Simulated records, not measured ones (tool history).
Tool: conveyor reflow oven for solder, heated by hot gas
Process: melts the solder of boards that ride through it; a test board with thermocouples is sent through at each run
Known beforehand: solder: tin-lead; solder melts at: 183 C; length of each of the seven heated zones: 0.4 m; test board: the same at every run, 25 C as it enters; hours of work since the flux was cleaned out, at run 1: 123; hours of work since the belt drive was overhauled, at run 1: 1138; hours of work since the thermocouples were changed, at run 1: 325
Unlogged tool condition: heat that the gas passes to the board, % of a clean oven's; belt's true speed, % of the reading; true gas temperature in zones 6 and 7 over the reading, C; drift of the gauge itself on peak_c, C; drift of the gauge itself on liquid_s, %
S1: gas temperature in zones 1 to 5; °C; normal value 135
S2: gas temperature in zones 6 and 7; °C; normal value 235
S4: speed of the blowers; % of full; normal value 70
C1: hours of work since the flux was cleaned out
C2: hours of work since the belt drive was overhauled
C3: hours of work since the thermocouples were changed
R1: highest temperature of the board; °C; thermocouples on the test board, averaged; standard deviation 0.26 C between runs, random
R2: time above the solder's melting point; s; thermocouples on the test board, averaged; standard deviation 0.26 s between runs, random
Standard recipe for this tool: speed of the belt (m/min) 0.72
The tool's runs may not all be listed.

{"run": 1, "hour": 0.0, "S1": 135, "S2": 235, "speed of the belt (m/min)": 0.72, "S4": 70, "C1": 123, "C2": 1138, "C3": 325, "R1": 220.4, "R2": 52}
{"run": 2, "hour": 46.9, "S1": 135, "S2": 235, "speed of the belt (m/min)": 0.641, "S4": 70, "C1": 153, "C2": 1169, "C3": 356, "R1": 223.2, "R2": 61.7}
{"run": 3, "hour": 91.8, "S1": 135, "S2": 235, "speed of the belt (m/min)": 0.641, "S4": 70, "C1": 183, "C2": 1198, "C3": 385, "R1": 223.8, "R2": 62}
{"hour": 116.6, "done": "flux residue cleaned out of gas plates and filters"}
{"run": 4, "hour": 127.8, "S1": 135, "S2": 235, "speed of the belt (m/min)": 0.641, "S4": 70, "C1": 7, "C2": 1218, "C3": 405, "R1": 224, "R2": 62.6}
{"run": 5, "hour": 174.7, "S1": 135, "S2": 235, "speed of the belt (m/min)": 0.641, "S4": 70, "C1": 38, "C2": 1249, "C3": 436, "R1": 223.8, "R2": 62.7}
{"run": 6, "hour": 208.0, "S1": 135, "S2": 235, "speed of the belt (m/min)": 0.641, "S4": 70, "C1": 60, "C2": 1271, "C3": 457, "R1": 224.3, "R2": 62.2}
{"run": 7, "hour": 257.3, "S1": 135, "S2": 235, "speed of the belt (m/min)": 0.641, "S4": 70, "C1": 92, "C2": 1303, "C3": 490, "R1": 223.9, "R2": 62.4}
{"run": 8, "hour": 295.0, "S1": 135, "S2": 235, "speed of the belt (m/min)": 0.641, "S4": 70, "C1": 116, "C2": 1327, "C3": 514, "R1": 224.3, "R2": 62.3}
{"run": 9, "hour": 322.9, "S1": 135, "S2": 235, "speed of the belt (m/min)": 0.72, "S4": 70, "C1": 135, "C2": 1346, "C3": 532, "R1": 220.5, "R2": 52.8}
{"run": 10, "hour": 361.7, "S1": 135, "S2": 235, "speed of the belt (m/min)": 0.72, "S4": 70, "C1": 160, "C2": 1371, "C3": 558, "R1": 220.3, "R2": 53}
{"run": 11, "hour": 408.4, "S1": 121, "S2": 235, "speed of the belt (m/min)": 0.72, "S4": 70, "C1": 190, "C2": 1401, "C3": 588, "R1": 218, "R2": 47.5}
{"hour": 420.0, "done": "flux residue cleaned out of gas plates and filters"}
{"run": 12, "hour": 461.9, "S1": 121, "S2": 235, "speed of the belt (m/min)": 0.72, "S4": 70, "C1": 27, "C2": 1433, "C3": 620, "R1": 218.8, "R2": 48.1}
{"run": 13, "hour": 489.0, "S1": 141, "S2": 237, "speed of the belt (m/min)": 0.72, "S4": 85, "C1": 45, "C2": 1451, "C3": 637, "R1": 226.9, "R2": 58.5}
{"run": 14, "hour": 510.4, "S1": 141, "S2": 237, "speed of the belt (m/min)": 0.72, "S4": 85, "C1": 59, "C2": 1465, "C3": 651, "R1": 227, "R2": 58.8}
{"run": 15, "hour": 535.4, "S1": 126, "S2": 232, "speed of the belt (m/min)": 0.644, "S4": 82, "C1": 75, "C2": 1481, "C3": 668, "R1": 223.3, "R2": 59.2}
{"run": 16, "hour": 578.8, "S1": 150, "S2": 226, "speed of the belt (m/min)": 0.644, "S4": 69, "C1": 104, "C2": 1509, "C3": 696, "R1": 217.9, "R2": 64.2}
{"run": 17, "hour": 602.4, "S1": 143, "S2": 235, "speed of the belt (m/min)": 0.76, "S4": 70, "C1": 119, "C2": 1525, "C3": 711, "R1": 220.9, "R2": 52.1}
{"hour": 620.5, "done": "belt drive overhauled, speed set with a stopwatch"}
{"run": 18, "hour": 650.5, "S1": 140, "S2": 235, "speed of the belt (m/min)": 0.642, "S4": 70, "C1": 148, "C2": 20, "C3": 740, "R1": 224.7, "R2": 62.3}
{"run": 19, "hour": 674.7, "S1": 140, "S2": 235, "speed of the belt (m/min)": 0.642, "S4": 70, "C1": 164, "C2": 35, "C3": 756, "R1": 224.7, "R2": 62.2}
{"run": 20, "hour": 719.7, "S1": 140, "S2": 249, "speed of the belt (m/min)": 0.642, "S4": 66, "C1": 193, "C2": 65, "C3": 785, "R1": 236.3, "R2": 68.1}
{"hour": 727.9, "done": "flux residue cleaned out of gas plates and filters"}
{"run": 21, "hour": 758.6, "S1": 140, "S2": 242, "speed of the belt (m/min)": 0.642, "S4": 66, "C1": 20, "C2": 87, "C3": 807, "R1": 230.5, "R2": 65.6}
{"run": 22, "hour": 793.4, "S1": 137, "S2": 235, "speed of the belt (m/min)": 0.72, "S4": 68, "C1": 43, "C2": 109, "C3": 830, "R1": 220.6, "R2": 52.7}
{"run": 23, "hour": 840.5, "S1": 137, "S2": 241, "speed of the belt (m/min)": 0.72, "S4": 54, "C1": 73, "C2": 140, "C3": 861, "R1": 222, "R2": 52.4}

Each row is a separate what-if for the run after 23, all from the same tool condition, not one after another. Results?
{"run": "A", "hour": 863.7, "S1": 125, "S2": 241, "speed of the belt (m/min)": 0.668, "S4": 61, "C1": 89, "C2": 155, "C3": 876, "R1": "?", "R2": "?"}
{"run": "B", "hour": 863.7, "S1": 122, "S2": 235, "speed of the belt (m/min)": 0.626, "S4": 70, "C1": 89, "C2": 155, "C3": 876, "R1": "?", "R2": "?"}
{"run": "C", "hour": 863.7, "S1": 139, "S2": 241, "speed of the belt (m/min)": 0.675, "S4": 70, "C1": 89, "C2": 155, "C3": 876, "R1": "?", "R2": "?"}

run=A R1=224.9 R2=55.6
run=B R1=223.8 R2=58.6
run=C R1=229.2 R2=61.7
Take away the tool's hidden state, keep each run's random variation, and the runs would have read:
run=A R1=223.1 R2=54.3
run=B R1=221.9 R2=57.4
run=C R1=227.4 R2=60.6
